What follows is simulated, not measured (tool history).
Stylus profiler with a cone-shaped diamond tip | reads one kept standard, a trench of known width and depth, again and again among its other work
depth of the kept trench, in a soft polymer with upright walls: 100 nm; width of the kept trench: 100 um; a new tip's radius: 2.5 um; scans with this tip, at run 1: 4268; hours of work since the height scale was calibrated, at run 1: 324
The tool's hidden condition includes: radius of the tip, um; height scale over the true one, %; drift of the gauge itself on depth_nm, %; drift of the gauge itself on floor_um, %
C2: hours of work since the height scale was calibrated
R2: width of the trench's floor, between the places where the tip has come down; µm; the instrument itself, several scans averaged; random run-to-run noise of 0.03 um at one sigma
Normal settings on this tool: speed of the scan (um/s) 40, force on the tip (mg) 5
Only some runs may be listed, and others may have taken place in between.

{"run": 1, "hour": 0.0, "speed of the scan (um/s)": 40, "force on the tip (mg)": 5, "scans with this tip": 4268, "C2": 324, "depth of the trench (nm)": 102.48, "R2": 98.12}
{"run": 2, "hour": 8.2, "speed of the scan (um/s)": 40, "force on the tip (mg)": 5, "scans with this tip": 4340, "C2": 329, "depth of the trench (nm)": 102.41, "R2": 98.17}
{"run": 3, "hour": 17.8, "speed of the scan (um/s)": 10, "force on the tip (mg)": 5, "scans with this tip": 4424, "C2": 335, "depth of the trench (nm)": 102.49, "R2": 98.28}
{"run": 4, "hour": 31.1, "speed of the scan (um/s)": 10, "force on the tip (mg)": 5, "scans with this tip": 4540, "C2": 344, "depth of the trench (nm)": 102.48, "R2": 98.25}
{"run": 5, "hour": 43.5, "speed of the scan (um/s)": 10, "force on the tip (mg)": 5, "scans with this tip": 4650, "C2": 353, "depth of the trench (nm)": 102.49, "R2": 98.21}
{"run": 6, "hour": 51.9, "speed of the scan (um/s)": 10, "force on the tip (mg)": 5, "scans with this tip": 4723, "C2": 358, "depth of the trench (nm)": 102.4, "R2": 98.26}
{"run": 7, "hour": 66.3, "speed of the scan (um/s)": 11, "force on the tip (mg)": 5, "scans with this tip": 4849, "C2": 368, "depth of the trench (nm)": 102.52, "R2": 98.18}
{"run": 8, "hour": 75.4, "speed of the scan (um/s)": 11, "force on the tip (mg)": 5, "scans with this tip": 4929, "C2": 374, "depth of the trench (nm)": 102.39, "R2": 98.18}
{"run": 9, "hour": 87.0, "speed of the scan (um/s)": 12, "force on the tip (mg)": 10.29, "scans with this tip": 5031, "C2": 381, "depth of the trench (nm)": 103.94, "R2": 98.21}
{"run": 10, "hour": 97.5, "speed of the scan (um/s)": 31, "force on the tip (mg)": 1.75, "scans with this tip": 5123, "C2": 388, "depth of the trench (nm)": 101.3, "R2": 98.06}
{"run": 11, "hour": 111.6, "speed of the scan (um/s)": 87, "force on the tip (mg)": 7.76, "scans with this tip": 5246, "C2": 398, "depth of the trench (nm)": 103.34, "R2": 97.97}
{"run": 12, "hour": 123.3, "speed of the scan (um/s)": 16, "force on the tip (mg)": 4.85, "scans with this tip": 5349, "C2": 406, "depth of the trench (nm)": 102.44, "R2": 98.16}
{"run": 13, "hour": 137.0, "speed of the scan (um/s)": 16, "force on the tip (mg)": 4.85, "scans with this tip": 5469, "C2": 415, "depth of the trench (nm)": 102.49, "R2": 98.2}
{"run": 14, "hour": 143.5, "speed of the scan (um/s)": 16, "force on the tip (mg)": 4.85, "scans with this tip": 5526, "C2": 419, "depth of the trench (nm)": 102.39, "R2": 98.18}
{"run": 15, "hour": 153.8, "speed of the scan (um/s)": 18, "force on the tip (mg)": 4.85, "scans with this tip": 5616, "C2": 426, "depth of the trench (nm)": 102.42, "R2": 98.17}

Forecast each of these 3 alternatives for the next run:
{"run": "A", "hour": 166.9, "speed of the scan (um/s)": 68, "force on the tip (mg)": 5.32, "scans with this tip": 5731, "C2": 435, "depth of the trench (nm)": "?", "R2": "?"}
{"run": "B", "hour": 166.9, "speed of the scan (um/s)": 51, "force on the tip (mg)": 2.37, "scans with this tip": 5731, "C2": 435, "depth of the trench (nm)": "?", "R2": "?"}
{"run": "C", "hour": 166.9, "speed of the scan (um/s)": 29, "force on the tip (mg)": 7.05, "scans with this tip": 5731, "C2": 435, "depth of the trench (nm)": "?", "R2": "?"}

run=A depth_of_the_trench_(nm)=102.61 R2=97.93
run=B depth_of_the_trench_(nm)=101.55 R2=97.92
run=C depth_of_the_trench_(nm)=103.09 R2=98.12
Take away the tool's hidden state, keep each run's random variation, and the runs would have read:
run=A depth_of_the_trench_(nm)=102.51 R2=98.3
run=B depth_of_the_trench_(nm)=101.45 R2=98.29
run=C depth_of_the_trench_(nm)=102.99 R2=98.49
